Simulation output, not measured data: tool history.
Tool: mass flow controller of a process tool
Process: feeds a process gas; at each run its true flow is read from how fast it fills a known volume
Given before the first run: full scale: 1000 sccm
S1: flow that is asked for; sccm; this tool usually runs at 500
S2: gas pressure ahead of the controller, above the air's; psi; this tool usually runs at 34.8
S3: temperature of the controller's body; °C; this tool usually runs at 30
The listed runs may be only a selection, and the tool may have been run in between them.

{"run": 1, "hour": 0.0, "S1": 500, "S2": 34.8, "S3": 30, "true flow (%)": 99.05}
{"run": 2, "hour": 50.1, "S1": 500, "S2": 34.8, "S3": 30, "true flow (%)": 98.92}
{"run": 3, "hour": 131.7, "S1": 500, "S2": 34.8, "S3": 30, "true flow (%)": 99.04}
{"run": 4, "hour": 182.9, "S1": 500, "S2": 34.8, "S3": 30, "true flow (%)": 98.95}
{"run": 5, "hour": 227.9, "S1": 500, "S2": 34.8, "S3": 30, "true flow (%)": 99.03}
{"run": 6, "hour": 284.1, "S1": 500, "S2": 22, "S3": 30, "true flow (%)": 98.69}
{"run": 7, "hour": 333.4, "S1": 306, "S2": 34.8, "S3": 30, "true flow (%)": 98.2}
{"run": 8, "hour": 386.5, "S1": 500, "S2": 25.2, "S3": 30, "true flow (%)": 98.73}
{"run": 9, "hour": 462.8, "S1": 500, "S2": 25.2, "S3": 30, "true flow (%)": 98.8}
{"run": 10, "hour": 538.6, "S1": 500, "S2": 25.2, "S3": 30, "true flow (%)": 98.74}
{"run": 11, "hour": 577.2, "S1": 500, "S2": 25.2, "S3": 30, "true flow (%)": 98.74}
{"run": 12, "hour": 652.9, "S1": 500, "S2": 25.2, "S3": 30, "true flow (%)": 98.67}
{"run": 13, "hour": 691.0, "S1": 500, "S2": 25.2, "S3": 30, "true flow (%)": 98.7}
{"run": 14, "hour": 768.4, "S1": 500, "S2": 34.8, "S3": 20, "true flow (%)": 100.18}
{"run": 15, "hour": 848.8, "S1": 421, "S2": 34.8, "S3": 30, "true flow (%)": 98.62}
{"run": 16, "hour": 903.1, "S1": 421, "S2": 34.8, "S3": 30, "true flow (%)": 98.65}
{"run": 17, "hour": 988.8, "S1": 421, "S2": 34.8, "S3": 30, "true flow (%)": 97.84}
{"run": 18, "hour": 1067.0, "S1": 421, "S2": 34.8, "S3": 30, "true flow (%)": 97.72}
{"run": 19, "hour": 1146.7, "S1": 421, "S2": 34.8, "S3": 30, "true flow (%)": 97.76}
{"run": 20, "hour": 1202.8, "S1": 902, "S2": 26.1, "S3": 30, "true flow (%)": 99.42}
{"run": 21, "hour": 1252.9, "S1": 517, "S2": 25.5, "S3": 29, "true flow (%)": 98.33}
{"run": 22, "hour": 1322.5, "S1": 517, "S2": 25.5, "S3": 29, "true flow (%)": 98.21}
{"run": 23, "hour": 1389.2, "S1": 517, "S2": 25.5, "S3": 29, "true flow (%)": 98.16}
{"run": 24, "hour": 1440.9, "S1": 517, "S2": 25.5, "S3": 29, "true flow (%)": 100.19}
{"run": 25, "hour": 1508.1, "S1": 517, "S2": 25.5, "S3": 29, "true flow (%)": 100.12}
{"run": 26, "hour": 1584.4, "S1": 128, "S2": 32.5, "S3": 37, "true flow (%)": 98.71}
{"run": 27, "hour": 1648.1, "S1": 128, "S2": 32.5, "S3": 37, "true flow (%)": 98.69}
{"run": 28, "hour": 1698.9, "S1": 617, "S2": 24.5, "S3": 36, "true flow (%)": 99.56}
{"run": 29, "hour": 1747.7, "S1": 617, "S2": 24.5, "S3": 36, "true flow (%)": 99.51}
{"run": 30, "hour": 1804.8, "S1": 500, "S2": 22.6, "S3": 20, "true flow (%)": 101.11}
{"run": 31, "hour": 1885.0, "S1": 500, "S2": 25.8, "S3": 30, "true flow (%)": 100.09}
{"run": 32, "hour": 1950.3, "S1": 498, "S2": 28.9, "S3": 27, "true flow (%)": 100.5}
{"run": 33, "hour": 2030.1, "S1": 126, "S2": 24.5, "S3": 34, "true flow (%)": 98.24}
{"run": 34, "hour": 2076.9, "S1": 242, "S2": 36.8, "S3": 30, "true flow (%)": 99.69}
{"run": 35, "hour": 2123.1, "S1": 500, "S2": 38.7, "S3": 33, "true flow (%)": 99.96}
{"run": 36, "hour": 2172.5, "S1": 293, "S2": 38.7, "S3": 23, "true flow (%)": 100.81}
{"run": 37, "hour": 2210.8, "S1": 151, "S2": 34.8, "S3": 31, "true flow (%)": 98.98}

Removed from this log: 2 entries logged between the listed runs. Between which two listed runs does each belong, and how does the tool's hidden state at the listed run before it compare with that at the listed run after it?
Between runs 16 and 17: controller's zero set anew (hour 907.2)
  flow at rest that the sensor doesn't see, % of full scale: -0.639 -> -0.979; true flow over the shown one, %: 1.06 -> 1.09
  measured minus no-state result, true flow (%): -0.46 -> -1.24
Between runs 23 and 24: controller's zero set anew, once more (hour 1415)
  flow at rest that the sensor doesn't see, % of full scale: -1.054 -> -0.037; true flow over the shown one, %: 1.21 -> 1.23
  measured minus no-state result, true flow (%): -0.84 -> +1.15
